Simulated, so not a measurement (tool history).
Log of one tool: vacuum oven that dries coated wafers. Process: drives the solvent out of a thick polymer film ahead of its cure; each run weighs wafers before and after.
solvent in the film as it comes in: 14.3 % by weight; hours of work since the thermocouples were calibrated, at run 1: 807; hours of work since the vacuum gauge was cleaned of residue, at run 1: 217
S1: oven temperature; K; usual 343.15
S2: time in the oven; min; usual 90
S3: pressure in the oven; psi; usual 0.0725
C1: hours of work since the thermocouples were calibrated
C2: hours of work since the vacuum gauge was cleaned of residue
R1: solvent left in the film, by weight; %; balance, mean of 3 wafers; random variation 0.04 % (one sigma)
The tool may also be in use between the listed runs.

run	hour	S1	S2	S3	C1	C2	R1
1	0	343.15	90	0.0725	807	217	1.09
2	13	343.15	90	0.0728	815	225	1.19
3	20.5	343.15	90	0.0728	819	230	1.08
4	31	343.15	90	0.0728	826	237	1.08
5	44.1	343.15	90	0.1313	834	245	1.29
6	52.3	343.15	90	0.1313	839	250	1.28
7	63.5	343.15	61	0.0725	846	257	2.3
8	72.7	343.15	110	0.2567	851	262	1.16
# hour 75.6: oven's thermocouples calibrated
9	84.9	343.15	110	0.2567	6	269	1.34
10	97.7	348.15	81	0.1872	14	276	0.99
11	110.9	348.15	81	0.04	22	285	0.75
12	117.6	352.15	105	0.0441	26	289	0.16

4 ways to go on from here, each from the tool as it stands after run 12. What would each give?
A	127.3	338.15	46	0.1398	32	295	?
B	127.3	338.15	57	0.0846	32	295	?
C	127.3	343.15	90	0.2493	32	295	?
D	127.3	352.15	154	0.0441	32	295	?

run	R1
A	5.21
B	4.31
C	1.79
D	0.09
Without the tool's hidden state the same runs would have given:
run	R1
A	4.31
B	3.41
C	1.26
D	0.06
